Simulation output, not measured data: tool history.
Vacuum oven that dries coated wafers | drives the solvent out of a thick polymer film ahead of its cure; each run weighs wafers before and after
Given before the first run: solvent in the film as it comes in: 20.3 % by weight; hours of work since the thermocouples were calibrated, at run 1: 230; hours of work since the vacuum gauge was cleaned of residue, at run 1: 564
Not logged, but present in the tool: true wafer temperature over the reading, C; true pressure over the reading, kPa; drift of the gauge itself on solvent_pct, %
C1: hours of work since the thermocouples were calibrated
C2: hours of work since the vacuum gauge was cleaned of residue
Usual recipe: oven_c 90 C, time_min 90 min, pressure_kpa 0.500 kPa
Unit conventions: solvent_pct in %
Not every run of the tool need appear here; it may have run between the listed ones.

Run 1, day 0.000: usual settings; C1 230; C2 564. Result: solvent_pct 2.18 %.
Run 2, day 0.517: usual settings; C1 239; C2 572. Result: solvent_pct 2.25 %.
Run 3, day 1.088: usual settings; C1 249; C2 582. Result: solvent_pct 2.20 %.
Run 4, day 1.858: usual settings; C1 261; C2 595. Result: solvent_pct 2.13 %.
Run 5, day 2.354: usual settings; C1 270; C2 603. Result: solvent_pct 2.19 %.
Run 6, day 3.112: usual settings but oven_c 88 C; C1 283; C2 616. Result: solvent_pct 2.82 %.
Run 7, day 4.046: usual settings but oven_c 85 C; C1 298; C2 632. Result: solvent_pct 3.91 %.
Run 8, day 4.883: usual settings but oven_c 85 C; C1 312; C2 646. Result: solvent_pct 4.03 %.
Run 9, day 6.021: usual settings; C1 332; C2 665. Result: solvent_pct 2.15 %.
Run 10, day 6.542: usual settings; C1 340; C2 674. Result: solvent_pct 2.15 %.
Run 11, day 7.254: usual settings; C1 352; C2 686. Result: solvent_pct 2.16 %.
Run 12, day 8.354: usual settings but time_min 134 min; C1 371; C2 704. Result: solvent_pct 1.08 %.
Run 13, day 9.104: usual settings but time_min 134 min; C1 384; C2 717. Result: solvent_pct 1.09 %.
Run 14, day 10.258: usual settings but time_min 134 min; C1 403; C2 736. Result: solvent_pct 1.05 %.
Run 15, day 10.829: usual settings; C1 413; C2 746. Result: solvent_pct 2.22 %.
Run 16, day 11.383: usual settings; C1 422; C2 755. Result: solvent_pct 2.27 %.
Run 17, day 11.925: usual settings; C1 431; C2 765. Result: solvent_pct 2.20 %.
Run 18, day 12.575: usual settings; C1 442; C2 776. Result: solvent_pct 2.14 %.
Run 19, day 13.142: usual settings; C1 452; C2 785. Result: solvent_pct 2.17 %.
Run 20, day 13.646: usual settings but oven_c 98 C; C1 460; C2 794. Result: solvent_pct 0.68 %.
Run 21, day 14.721: usual settings but oven_c 98 C, time_min 107 min, pressure_kpa 1.945 kPa; C1 478; C2 812. Result: solvent_pct 1.54 %.
Run 22, day 15.667: usual settings but oven_c 98 C, time_min 107 min, pressure_kpa 1.945 kPa; C1 494; C2 828. Result: solvent_pct 1.54 %.
Run 23, day 16.212: usual settings but oven_c 98 C, time_min 107 min, pressure_kpa 1.945 kPa; C1 503; C2 837. Result: solvent_pct 1.55 %.
Run 24, day 17.150: usual settings but time_min 58 min, pressure_kpa 0.260 kPa; C1 519; C2 853. Result: solvent_pct 4.00 %.
Run 25, day 18.017: usual settings but oven_c 92 C, time_min 80 min, pressure_kpa 0.884 kPa; C1 534; C2 867. Result: solvent_pct 2.32 %.
Run 26, day 18.554: usual settings but oven_c 89 C, time_min 76 min, pressure_kpa 0.602 kPa; C1 543; C2 876. Result: solvent_pct 3.27 %.
Run 27, day 19.504: usual settings but oven_c 89 C, time_min 76 min, pressure_kpa 0.602 kPa; C1 559; C2 892. Result: solvent_pct 3.27 %.
Run 28, day 20.529: usual settings but oven_c 94 C, pressure_kpa 0.762 kPa; C1 576; C2 910. Result: solvent_pct 1.40 %.
Run 29, day 21.579: usual settings but oven_c 94 C, pressure_kpa 0.762 kPa; C1 594; C2 927. Result: solvent_pct 1.40 %.
Run 30, day 22.408: usual settings but oven_c 94 C, pressure_kpa 0.762 kPa; C1 608; C2 941. Result: solvent_pct 1.42 %.
Run 31, day 23.242: usual settings but oven_c 96 C, time_min 108 min, pressure_kpa 1.032 kPa; C1 622; C2 955. Result: solvent_pct 1.08 %.
Run 32, day 24.054: usual settings but oven_c 79 C, time_min 48 min, pressure_kpa 0.478 kPa; C1 636; C2 969. Result: solvent_pct 10.21 %.
Run 33, day 25.004: usual settings but oven_c 79 C, time_min 48 min, pressure_kpa 0.478 kPa; C1 652; C2 985. Result: solvent_pct 10.16 %.
Run 34, day 26.100: usual settings but time_min 79 min, pressure_kpa 0.288 kPa; C1 670; C2 1003. Result: solvent_pct 2.41 %.
Run 35, day 26.742: usual settings but oven_c 86 C, pressure_kpa 0.992 kPa; C1 681; C2 1014. Result: solvent_pct 3.94 %.
Run 36, day 27.304: usual settings but oven_c 86 C, pressure_kpa 0.992 kPa; C1 690; C2 1024. Result: solvent_pct 3.94 %.
Run 37, day 27.812: usual settings but time_min 71 min; C1 699; C2 1032. Result: solvent_pct 3.05 %.

Each row is a separate what-if for the run after 37, all from the same tool condition, not one after another. Results?
Run A, day 28.704: usual settings but pressure_kpa 0.693 kPa; C1 714; C2 1047. Result: solvent_pct ?.
Run B, day 28.704: usual settings but oven_c 80 C, time_min 104 min; C1 714; C2 1047. Result: solvent_pct ?.
Run C, day 28.704: usual settings but oven_c 93 C, time_min 160 min; C1 714; C2 1047. Result: solvent_pct ?.
Run D, day 28.704: usual settings but oven_c 77 C; C1 714; C2 1047. Result: solvent_pct ?.

run  solvent_pct
  A         2.30
  B         5.40
  C         0.55
  D         7.55
Take away the tool's hidden state, keep each run's random variation, and the runs would have read:
run  solvent_pct
  A         2.37
  B         5.57
  C         0.44
  D         7.73

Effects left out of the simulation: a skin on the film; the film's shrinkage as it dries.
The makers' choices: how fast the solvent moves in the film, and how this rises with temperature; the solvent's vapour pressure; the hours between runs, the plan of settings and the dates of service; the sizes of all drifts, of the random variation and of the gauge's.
